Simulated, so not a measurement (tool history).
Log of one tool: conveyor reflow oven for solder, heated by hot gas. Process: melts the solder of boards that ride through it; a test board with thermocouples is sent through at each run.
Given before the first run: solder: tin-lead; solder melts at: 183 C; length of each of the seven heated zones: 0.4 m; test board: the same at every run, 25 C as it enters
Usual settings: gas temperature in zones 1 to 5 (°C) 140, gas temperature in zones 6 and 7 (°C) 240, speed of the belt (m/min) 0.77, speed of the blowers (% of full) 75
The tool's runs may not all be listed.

| run | hour | gas temperature in zones 1 to 5 (°C) | gas temperature in zones 6 and 7 (°C) | speed of the belt (m/min) | speed of the blowers (% of full) | highest temperature of the board (°C) | time above the solder's melting point (s) |
|---|---|---|---|---|---|---|---|
| 1 | 0 | 140 | 240 | 0.77 | 75 | 224.13 | 51.35 |
| 2 | 27.4 | 140 | 228 | 0.77 | 75 | 213.78 | 45.22 |
| 3 | 55.2 | 140 | 228 | 0.77 | 50 | 208.8 | 40.56 |
| 4 | 75 | 140 | 228 | 0.77 | 50 | 208.79 | 40.54 |
| 5 | 90.9 | 133 | 240 | 0.77 | 75 | 223.12 | 48.94 |
| 6 | 104.3 | 133 | 240 | 0.77 | 75 | 223.1 | 48.82 |
| 7 | 118.5 | 137 | 240 | 0.77 | 75 | 223.71 | 50.26 |
| 8 | 142.6 | 140 | 240 | 0.77 | 67 | 222.92 | 50.43 |
| 9 | 163.5 | 140 | 240 | 0.77 | 67 | 222.89 | 50.53 |
| 10 | 189.7 | 140 | 240 | 0.77 | 67 | 222.87 | 50.49 |
| 11 | 213.1 | 140 | 240 | 0.77 | 75 | 224.33 | 51.36 |
| 12 | 239.2 | 140 | 240 | 0.77 | 75 | 224.12 | 51.37 |
| 13 | 266.4 | 140 | 246 | 0.77 | 75 | 229.64 | 53.91 |
| 14 | 289 | 140 | 246 | 0.77 | 75 | 229.47 | 54.06 |
| 15 | 316.4 | 138 | 240 | 0.77 | 75 | 223.74 | 50.55 |
| 16 | 334.7 | 138 | 240 | 0.77 | 75 | 223.8 | 50.46 |
| 17 | 357.1 | 140 | 250 | 0.77 | 59 | 229.84 | 54.04 |
| 18 | 373.8 | 132 | 251 | 0.77 | 75 | 232.77 | 53.37 |

Run 19 has not been measured yet. What should we expect?
| 19 | 392 | 140 | 235 | 0.868 | 68 | ? | ? |

{"run 19": {"highest temperature of the board (°C)": 214.64, "time above the solder's melting point (s)": 39.74}}
With the hidden condition absent and the run-to-run variation left alone, this run would have shown highest temperature of the board (°C) 214.63, time above the solder's melting point (s) 39.73.
